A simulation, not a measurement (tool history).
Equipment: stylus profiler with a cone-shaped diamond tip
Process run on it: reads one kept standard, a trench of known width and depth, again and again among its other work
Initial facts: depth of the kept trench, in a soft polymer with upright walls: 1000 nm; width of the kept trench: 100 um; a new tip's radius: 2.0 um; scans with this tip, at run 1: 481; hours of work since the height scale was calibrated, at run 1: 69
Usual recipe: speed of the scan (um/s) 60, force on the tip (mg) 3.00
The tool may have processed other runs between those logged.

run,hour,speed of the scan (um/s),force on the tip (mg),scans with this tip,hours of work since the height scale was calibrated,depth of the trench (Å),width of the trench's floor (um)
1,0.0,60,3.00,481,69,10156.8,96.31
2,12.7,25,3.00,540,78,10161.6,96.38
3,32.9,25,3.00,634,91,10161.8,96.46
4,42.7,60,3.00,680,98,10160.4,96.32
5,54.7,60,2.90,735,106,10151.1,96.33
6,73.3,60,2.90,822,118,10153.1,96.33
7,87.8,60,3.00,889,128,10159.6,96.34
8,104.6,60,3.00,967,139,10154.7,96.33
9,123.1,60,3.00,1053,152,10156.5,96.40
10,139.7,60,3.00,1130,163,10161.7,96.32
11,159.7,60,3.00,1223,176,10155.7,96.33
12,183.5,60,3.00,1333,192,10157.9,96.32
13,202.9,129,3.00,1424,205,10158.5,96.15
14,224.1,60,2.46,1522,219,10142.3,96.28
15,242.2,60,2.46,1606,232,10139.8,96.30
16,261.3,60,2.46,1695,244,10141.0,96.38
17,272.0,60,2.46,1745,252,10141.7,96.27
18,290.6,19,2.46,1831,264,10138.1,96.49
19,307.8,19,5.45,1911,275,10232.1,96.49
20,330.8,220,5.55,2018,291,10236.3,95.99
21,340.8,26,2.12,2065,298,10127.9,96.48
22,354.1,24,1.07,2127,306,10077.3,96.40
23,374.8,24,1.07,2222,320,10076.1,96.40
24,386.1,149,3.24,2275,328,10172.5,96.05
25,404.0,165,8.00,2358,340,10303.6,96.18
26,417.9,177,7.15,2423,349,10282.5,96.08
27,438.4,36,2.27,2518,363,10129.0,96.38
28,451.3,36,2.27,2578,372,10132.3,96.37
29,471.2,24,1.19,2670,385,10082.4,96.40
30,488.6,86,1.77,2751,396,10110.7,96.11
31,508.3,86,1.77,2843,410,10109.9,96.11
32,524.6,118,3.00,2919,421,10157.1,96.14
33,544.1,118,3.00,3009,434,10159.0,96.09
34,558.2,118,3.00,3075,443,10159.5,96.15
35,576.8,116,7.10,3161,456,10288.7,96.23
36,590.0,17,3.00,3222,464,10160.4,96.46
37,609.5,60,1.92,3313,477,10118.0,96.25
38,629.1,185,1.26,3404,491,10087.8,95.53

Below are 4 alternative next runs, each starting from the tool's condition after run 38. Predict each:
A,647.7,20,1.48,3491,503,?,?
B,647.7,87,4.26,3491,503,?,?
C,647.7,185,1.35,3491,503,?,?
D,647.7,103,4.99,3491,503,?,?

run,depth of the trench (Å),width of the trench's floor (um)
A,10094.7,96.43
B,10202.5,96.27
C,10093.1,95.62
D,10223.0,96.25
Without the tool's unlogged condition, the same runs would have read:
run,depth of the trench (Å),width of the trench's floor (um)
A,10094.5,96.43
B,10202.3,96.28
C,10092.9,95.62
D,10222.8,96.25

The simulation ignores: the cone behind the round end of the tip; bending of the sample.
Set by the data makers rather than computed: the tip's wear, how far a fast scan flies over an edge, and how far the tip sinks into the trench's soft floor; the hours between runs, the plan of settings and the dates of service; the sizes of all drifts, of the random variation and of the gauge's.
